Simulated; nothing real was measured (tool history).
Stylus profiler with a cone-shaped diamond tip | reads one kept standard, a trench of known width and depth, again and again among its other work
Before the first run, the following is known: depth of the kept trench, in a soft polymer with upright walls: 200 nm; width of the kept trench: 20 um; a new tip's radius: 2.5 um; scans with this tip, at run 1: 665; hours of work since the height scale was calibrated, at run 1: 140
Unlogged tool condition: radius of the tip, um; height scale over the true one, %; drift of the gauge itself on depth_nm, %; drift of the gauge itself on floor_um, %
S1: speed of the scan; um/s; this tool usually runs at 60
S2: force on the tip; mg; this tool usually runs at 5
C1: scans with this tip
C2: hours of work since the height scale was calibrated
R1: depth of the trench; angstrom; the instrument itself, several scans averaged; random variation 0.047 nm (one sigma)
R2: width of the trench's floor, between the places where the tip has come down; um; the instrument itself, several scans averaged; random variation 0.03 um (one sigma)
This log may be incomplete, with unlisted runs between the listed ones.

| run | hour | S1 | S2 | C1 | C2 | R1 | R2 |
|---|---|---|---|---|---|---|---|
| 1 | 0 | 60 | 5 | 665 | 140 | 2029.9 | 17.78 |
| 2 | 64.8 | 60 | 5 | 894 | 188 | 2030.6 | 17.76 |
| 3 | 156.4 | 60 | 5 | 1218 | 256 | 2030.4 | 17.77 |
| 4 | 232.4 | 60 | 5 | 1486 | 313 | 2030.6 | 17.72 |
| 5 | 345.1 | 61 | 5 | 1885 | 397 | 2030.9 | 17.75 |
| 6 | 451.8 | 66 | 5 | 2262 | 476 | 2030.9 | 17.72 |
| 7 | 520.8 | 18 | 3.45 | 2506 | 527 | 2024.4 | 18 |
| 8 | 602.8 | 18 | 3.45 | 2796 | 588 | 2024.4 | 18.01 |
| 9 | 692.5 | 228 | 7.5 | 3113 | 655 | 2041.5 | 17.19 |
| 10 | 804.4 | 228 | 7.5 | 3508 | 738 | 2040.3 | 17.12 |

Below are 4 alternative next runs, each starting from the tool's condition after run 10. Predict each:
| A | 920.7 | 18 | 3.96 | 3919 | 825 | ? | ? |
| B | 920.7 | 111 | 8.27 | 3919 | 825 | ? | ? |
| C | 920.7 | 62 | 5.38 | 3919 | 825 | ? | ? |
| D | 920.7 | 94 | 10.46 | 3919 | 825 | ? | ? |

| run | R1 | R2 |
|---|---|---|
| A | 2026.7 | 17.94 |
| B | 2042.5 | 17.67 |
| C | 2032.2 | 17.74 |
| D | 2050.5 | 17.7 |
With no hidden state in the tool, these same runs would have given:
| run | R1 | R2 |
|---|---|---|
| A | 2026.6 | 17.95 |
| B | 2042.4 | 17.67 |
| C | 2032.2 | 17.75 |
| D | 2050.5 | 17.7 |
